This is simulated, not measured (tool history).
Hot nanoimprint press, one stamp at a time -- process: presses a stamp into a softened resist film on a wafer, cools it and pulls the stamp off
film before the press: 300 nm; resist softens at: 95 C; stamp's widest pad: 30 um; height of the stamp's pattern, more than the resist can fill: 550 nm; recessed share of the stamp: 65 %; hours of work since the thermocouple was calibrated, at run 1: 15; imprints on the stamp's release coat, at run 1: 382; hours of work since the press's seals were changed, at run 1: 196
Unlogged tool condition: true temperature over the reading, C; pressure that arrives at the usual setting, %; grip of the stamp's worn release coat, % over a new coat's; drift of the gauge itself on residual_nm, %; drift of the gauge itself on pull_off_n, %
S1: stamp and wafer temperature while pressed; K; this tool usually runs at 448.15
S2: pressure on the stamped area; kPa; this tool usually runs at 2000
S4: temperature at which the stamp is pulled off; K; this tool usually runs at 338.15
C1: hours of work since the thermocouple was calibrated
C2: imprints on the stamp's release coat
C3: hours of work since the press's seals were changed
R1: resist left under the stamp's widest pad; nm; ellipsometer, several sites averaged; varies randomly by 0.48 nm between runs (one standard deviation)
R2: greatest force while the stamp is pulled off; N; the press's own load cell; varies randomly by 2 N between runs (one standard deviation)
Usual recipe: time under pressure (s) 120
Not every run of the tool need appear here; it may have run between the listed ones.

run 1 day=0 | S1=448.15 S2=2000 time_under_pressure_(s)=120 S4=338.15 | C1=15 C2=382 C3=196 | R1=105.6 R2=224
run 2 day=0.696 | S1=448.15 S2=2000 time_under_pressure_(s)=120 S4=338.15 | C1=25 C2=458 C3=205 | R1=105.8 R2=223
-- day=1.575 stamp cleaned and given a new release coat
run 3 day=2.112 | S1=448.15 S2=2000 time_under_pressure_(s)=120 S4=338.15 | C1=42 C2=60 C3=222 | R1=106.8 R2=221
run 4 day=3.196 | S1=446.15 S2=2000 time_under_pressure_(s)=120 S4=338.15 | C1=57 C2=180 C3=237 | R1=117.3 R2=218
run 5 day=4.242 | S1=448.15 S2=2000 time_under_pressure_(s)=120 S4=333.15 | C1=72 C2=295 C3=252 | R1=107 R2=247
run 6 day=5.288 | S1=448.15 S2=2000 time_under_pressure_(s)=65 S4=338.15 | C1=87 C2=411 C3=267 | R1=132.4 R2=220
run 7 day=5.912 | S1=448.15 S2=2000 time_under_pressure_(s)=69 S4=338.15 | C1=96 C2=480 C3=276 | R1=130.5 R2=222
-- day=6.617 stamp cleaned and given a new release coat
run 8 day=7.138 | S1=448.15 S2=2470 time_under_pressure_(s)=205 S4=339.15 | C1=109 C2=58 C3=290 | R1=77.5 R2=216
run 9 day=8.15 | S1=459.15 S2=2470 time_under_pressure_(s)=160 S4=339.15 | C1=124 C2=170 C3=304 | R1=51.2 R2=216
run 10 day=8.921 | S1=459.15 S2=2470 time_under_pressure_(s)=160 S4=339.15 | C1=135 C2=255 C3=315 | R1=50.8 R2=215
run 11 day=10.05 | S1=448.15 S2=2000 time_under_pressure_(s)=120 S4=339.15 | C1=151 C2=380 C3=331 | R1=106.3 R2=219
run 12 day=11.246 | S1=448.15 S2=1340 time_under_pressure_(s)=120 S4=338.15 | C1=168 C2=512 C3=348 | R1=132.2 R2=222
-- day=11.625 stamp cleaned and given a new release coat
run 13 day=12.175 | S1=451.15 S2=1370 time_under_pressure_(s)=120 S4=338.15 | C1=177 C2=60 C3=357 | R1=114.6 R2=218
run 14 day=13.696 | S1=450.15 S2=1260 time_under_pressure_(s)=150 S4=341.15 | C1=199 C2=229 C3=379 | R1=116.3 R2=204

What if the next run were any one of these 3? Each begins from the tool's condition after run 14:
run A day=14.879 | S1=448.15 S2=2000 time_under_pressure_(s)=124 S4=338.15 | C1=216 C2=359 C3=396 | R1=? R2=?
run B day=14.879 | S1=449.15 S2=1970 time_under_pressure_(s)=150 S4=341.15 | C1=216 C2=359 C3=396 | R1=? R2=?
run C day=14.879 | S1=439.15 S2=2000 time_under_pressure_(s)=120 S4=332.15 | C1=216 C2=359 C3=396 | R1=? R2=?

run=A R1=105.1 R2=225
run=B R1=94.2 R2=203
run=C R1=162 R2=250
With the hidden condition removed and each run's random variation left untouched, the same runs would have given:
run=A R1=105.2 R2=224
run=B R1=94.3 R2=203
run=C R1=162.2 R2=249
